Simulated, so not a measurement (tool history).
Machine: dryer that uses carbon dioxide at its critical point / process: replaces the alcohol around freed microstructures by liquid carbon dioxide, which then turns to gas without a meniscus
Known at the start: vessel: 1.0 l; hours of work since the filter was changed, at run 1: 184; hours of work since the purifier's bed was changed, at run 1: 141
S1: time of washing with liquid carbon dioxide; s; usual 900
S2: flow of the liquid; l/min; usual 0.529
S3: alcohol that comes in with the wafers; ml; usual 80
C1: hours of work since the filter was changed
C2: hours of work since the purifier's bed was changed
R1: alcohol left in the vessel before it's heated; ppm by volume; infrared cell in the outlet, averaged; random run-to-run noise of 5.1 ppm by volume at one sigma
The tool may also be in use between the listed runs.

| run | hour | S1 | S2 | S3 | C1 | C2 | R1 |
|---|---|---|---|---|---|---|---|
| 1 | 0.0 | 900 | 0.529 | 80 | 184 | 141 | 140 |
| 2 | 8.2 | 900 | 0.529 | 80 | 187 | 144 | 141 |
| 3 | 14.8 | 900 | 0.529 | 80 | 189 | 146 | 157 |
| 4 | 23.8 | 900 | 0.529 | 80 | 192 | 149 | 155 |
| 5 | 32.0 | 900 | 0.529 | 80 | 195 | 152 | 160 |
| 6 | 41.0 | 900 | 0.529 | 80 | 198 | 155 | 170 |
| 7 | 52.2 | 900 | 0.529 | 80 | 201 | 159 | 153 |
|  | 64.0 | inlet filter changed |
| 8 | 65.0 | 900 | 0.529 | 80 | 0 | 163 | 79 |
| 9 | 72.8 | 900 | 0.529 | 80 | 3 | 165 | 86 |
| 10 | 78.9 | 900 | 0.391 | 80 | 5 | 167 | 393 |
| 11 | 88.3 | 900 | 0.391 | 80 | 8 | 171 | 406 |
| 12 | 94.8 | 960 | 0.529 | 80 | 10 | 173 | 68 |
| 13 | 104.9 | 960 | 0.529 | 22 | 14 | 176 | 55 |
| 14 | 112.8 | 960 | 0.529 | 22 | 16 | 179 | 55 |
| 15 | 121.2 | 900 | 0.529 | 69 | 19 | 182 | 85 |
| 16 | 130.1 | 900 | 0.529 | 69 | 22 | 185 | 90 |
| 17 | 139.2 | 900 | 0.529 | 69 | 25 | 188 | 97 |

Forecast run 18:
| 18 | 149.1 | 900 | 0.529 | 69 | 29 | 191 | ? |

R1: 88 ppm by volume
With the hidden condition absent and the run-to-run variation left alone, this run would have shown R1 38 ppm by volume.
